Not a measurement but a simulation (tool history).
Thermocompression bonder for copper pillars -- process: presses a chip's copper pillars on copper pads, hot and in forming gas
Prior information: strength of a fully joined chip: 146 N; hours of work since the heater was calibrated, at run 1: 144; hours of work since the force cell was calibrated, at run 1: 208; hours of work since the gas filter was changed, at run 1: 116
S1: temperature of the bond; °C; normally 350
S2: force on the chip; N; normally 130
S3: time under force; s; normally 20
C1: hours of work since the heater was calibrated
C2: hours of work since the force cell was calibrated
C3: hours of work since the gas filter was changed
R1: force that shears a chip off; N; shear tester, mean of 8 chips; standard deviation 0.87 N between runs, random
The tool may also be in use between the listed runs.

| run | day | S1 | S2 | S3 | C1 | C2 | C3 | R1 |
|---|---|---|---|---|---|---|---|---|
| 1 | 0 | 350 | 130 | 20 | 144 | 208 | 116 | 70.3 |
| 2 | 0.746 | 350 | 130 | 20 | 158 | 222 | 130 | 69.4 |
| 3 | 1.233 | 350 | 130 | 20 | 167 | 231 | 139 | 70.3 |
| 4 | 1.783 | 350 | 130 | 20 | 177 | 241 | 149 | 70.4 |
| 5 | 2.529 | 350 | 137 | 20 | 191 | 255 | 163 | 71.3 |
| 6 | 3.25 | 350 | 130 | 12 | 204 | 268 | 176 | 57.8 |
| 7 | 3.917 | 350 | 130 | 12 | 216 | 281 | 189 | 58 |
| 8 | 4.662 | 350 | 130 | 12 | 230 | 294 | 202 | 58.2 |
| 9 | 5.046 | 350 | 130 | 20 | 237 | 301 | 209 | 70.1 |
| 10 | 5.517 | 350 | 130 | 20 | 246 | 310 | 218 | 70.8 |
| 11 | 6.129 | 350 | 130 | 20 | 257 | 321 | 229 | 70.5 |
|  | 6.488 | forming gas filter changed |
| 12 | 6.662 | 350 | 130 | 20 | 267 | 331 | 3 | 70.2 |
| 13 | 7.292 | 350 | 130 | 32 | 278 | 343 | 15 | 84 |
| 14 | 8.054 | 350 | 130 | 32 | 292 | 357 | 29 | 83 |
| 15 | 8.488 | 350 | 130 | 32 | 300 | 365 | 37 | 83.9 |
| 16 | 9.2 | 350 | 130 | 32 | 314 | 378 | 50 | 82 |
| 17 | 9.946 | 350 | 130 | 17 | 327 | 392 | 64 | 67.1 |
| 18 | 10.338 | 350 | 130 | 52 | 335 | 399 | 71 | 96.6 |
| 19 | 11.012 | 350 | 130 | 54 | 347 | 411 | 84 | 96.9 |
| 20 | 11.65 | 350 | 130 | 54 | 359 | 423 | 95 | 96.7 |
| 21 | 12.079 | 350 | 130 | 54 | 367 | 431 | 103 | 97.5 |
| 22 | 12.45 | 324 | 190 | 29 | 374 | 438 | 110 | 76.8 |
| 23 | 13.083 | 342 | 102 | 20 | 385 | 450 | 122 | 57.1 |
| 24 | 13.704 | 338 | 154 | 41 | 397 | 461 | 133 | 87.2 |
| 25 | 14.071 | 338 | 95 | 26 | 404 | 468 | 140 | 59 |
| 26 | 14.846 | 337 | 130 | 32 | 418 | 482 | 155 | 74.5 |
| 27 | 15.371 | 347 | 181 | 34 | 428 | 492 | 164 | 97.2 |
| 28 | 16.15 | 345 | 179 | 21 | 442 | 506 | 179 | 82.7 |
| 29 | 16.75 | 372 | 179 | 11 | 453 | 518 | 190 | 79.6 |
| 30 | 17.288 | 350 | 79 | 11 | 463 | 527 | 200 | 41.7 |
| 31 | 17.671 | 350 | 79 | 11 | 470 | 535 | 207 | 42.1 |
| 32 | 18.425 | 331 | 84 | 20 | 484 | 549 | 221 | 46.1 |
| 33 | 18.754 | 367 | 152 | 32 | 490 | 555 | 227 | 100.7 |
|  | 19.292 | forming gas filter changed |
| 34 | 19.508 | 367 | 152 | 32 | 504 | 568 | 4 | 97.5 |
| 35 | 19.933 | 362 | 124 | 20 | 512 | 576 | 12 | 76.7 |
| 36 | 20.429 | 362 | 124 | 20 | 521 | 585 | 21 | 75.3 |
| 37 | 20.908 | 362 | 124 | 20 | 530 | 594 | 30 | 75.9 |
| 38 | 21.492 | 362 | 124 | 20 | 540 | 605 | 41 | 77.4 |
| 39 | 21.975 | 367 | 125 | 31 | 549 | 614 | 50 | 89.3 |
| 40 | 22.55 | 367 | 125 | 31 | 560 | 624 | 60 | 89.9 |

Forecast each of these 3 alternatives for the next run:
| A | 23.021 | 328 | 136 | 19 | 569 | 633 | 69 | ? |
| B | 23.021 | 362 | 162 | 46 | 569 | 633 | 69 | ? |
| C | 23.021 | 377 | 142 | 14 | 569 | 633 | 69 | ? |

| run | R1 |
|---|---|
| A | 57.3 |
| B | 109.2 |
| C | 81.3 |
What these runs would have given with no unlogged condition in the tool:
| run | R1 |
|---|---|
| A | 57.5 |
| B | 109.4 |
| C | 81.5 |
